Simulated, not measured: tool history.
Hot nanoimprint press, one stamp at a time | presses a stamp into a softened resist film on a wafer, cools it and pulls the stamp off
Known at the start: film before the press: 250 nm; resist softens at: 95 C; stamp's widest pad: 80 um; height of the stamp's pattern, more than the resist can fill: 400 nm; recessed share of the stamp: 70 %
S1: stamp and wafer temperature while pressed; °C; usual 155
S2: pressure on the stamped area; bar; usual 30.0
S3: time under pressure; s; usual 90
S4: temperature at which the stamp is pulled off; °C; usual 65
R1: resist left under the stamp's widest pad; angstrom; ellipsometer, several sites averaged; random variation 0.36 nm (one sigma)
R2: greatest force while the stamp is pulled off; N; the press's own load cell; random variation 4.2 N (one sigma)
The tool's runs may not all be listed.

Run 1, hour 0.0: usual settings. Result: R1 1139 angstrom, R2 271 N.
Run 2, hour 47.8: usual settings but S3 58 s. Result: R1 1321 angstrom, R2 272 N.
Run 3, hour 84.4: usual settings. Result: R1 1136 angstrom, R2 277 N.
Run 4, hour 124.0: usual settings but S4 69 °C. Result: R1 1135 angstrom, R2 265 N.
At hour 140.0: stamp cleaned and given a new release coat.
Run 5, hour 185.7: usual settings but S4 69 °C. Result: R1 1136 angstrom, R2 205 N.
Run 6, hour 240.1: usual settings but S4 69 °C. Result: R1 1127 angstrom, R2 219 N.
Run 7, hour 266.0: usual settings but S4 69 °C. Result: R1 1130 angstrom, R2 223 N.
Run 8, hour 304.2: usual settings but S4 69 °C. Result: R1 1126 angstrom, R2 236 N.
Run 9, hour 333.0: usual settings but S4 69 °C. Result: R1 1121 angstrom, R2 247 N.
Run 10, hour 356.6: usual settings but S3 103 s. Result: R1 1070 angstrom, R2 249 N.
Run 11, hour 388.8: usual settings but S2 25.5 bar. Result: R1 1221 angstrom, R2 259 N.
Run 12, hour 442.7: usual settings but S2 25.5 bar. Result: R1 1215 angstrom, R2 255 N.
Run 13, hour 499.8: usual settings but S2 25.5 bar. Result: R1 1206 angstrom, R2 281 N.
At hour 510.2: plate thermocouple calibrated.
At hour 538.7: stamp cleaned and given a new release coat.
Run 14, hour 560.9: usual settings but S2 25.5 bar. Result: R1 1269 angstrom, R2 211 N.
Run 15, hour 605.6: usual settings but S2 25.5 bar. Result: R1 1263 angstrom, R2 220 N.
Run 16, hour 654.4: usual settings but S2 18.4 bar. Result: R1 1486 angstrom, R2 222 N.
Run 17, hour 678.7: usual settings but S2 18.4 bar, S3 51 s, S4 56 °C. Result: R1 1717 angstrom, R2 240 N.
Run 18, hour 732.5: usual settings but S1 153 °C, S2 18.4 bar, S3 51 s, S4 57 °C. Result: R1 1814 angstrom, R2 252 N.
Run 19, hour 773.4: usual settings but S3 77 s. Result: R1 1218 angstrom, R2 249 N.
At hour 806.6: press's hydraulic seals changed and the load cell set to zero.
Run 20, hour 830.4: usual settings but S1 163 °C, S2 20.1 bar, S3 86 s. Result: R1 993 angstrom, R2 263 N.
Run 21, hour 873.5: usual settings but S2 29.7 bar, S3 83 s. Result: R1 1167 angstrom, R2 282 N.
Run 22, hour 918.5: usual settings but S2 28.6 bar. Result: R1 1153 angstrom, R2 277 N.
At hour 940.0: stamp cleaned and given a new release coat.
Run 23, hour 955.0: usual settings but S1 154 °C, S2 23.9 bar, S3 98 s, S4 53 °C. Result: R1 1293 angstrom, R2 223 N.
Run 24, hour 1006.9: usual settings but S1 145 °C, S2 46.0 bar, S3 98 s, S4 53 °C. Result: R1 1427 angstrom, R2 241 N.
Run 25, hour 1061.0: usual settings but S1 145 °C, S2 46.0 bar, S3 98 s, S4 53 °C. Result: R1 1442 angstrom, R2 242 N.

Run 26 comes next. What will it give?
At hour 1096.6: plate thermocouple calibrated.
Run 26, hour 1114.7: usual settings but S1 145 °C, S2 46.0 bar, S3 98 s, S4 53 °C. Result: R1 ?, R2 ?.

{"run 26": {"R1": 1458, "R2": 259}}
Without the tool's hidden state the same run would have given R1 1471 angstrom, R2 222 N.
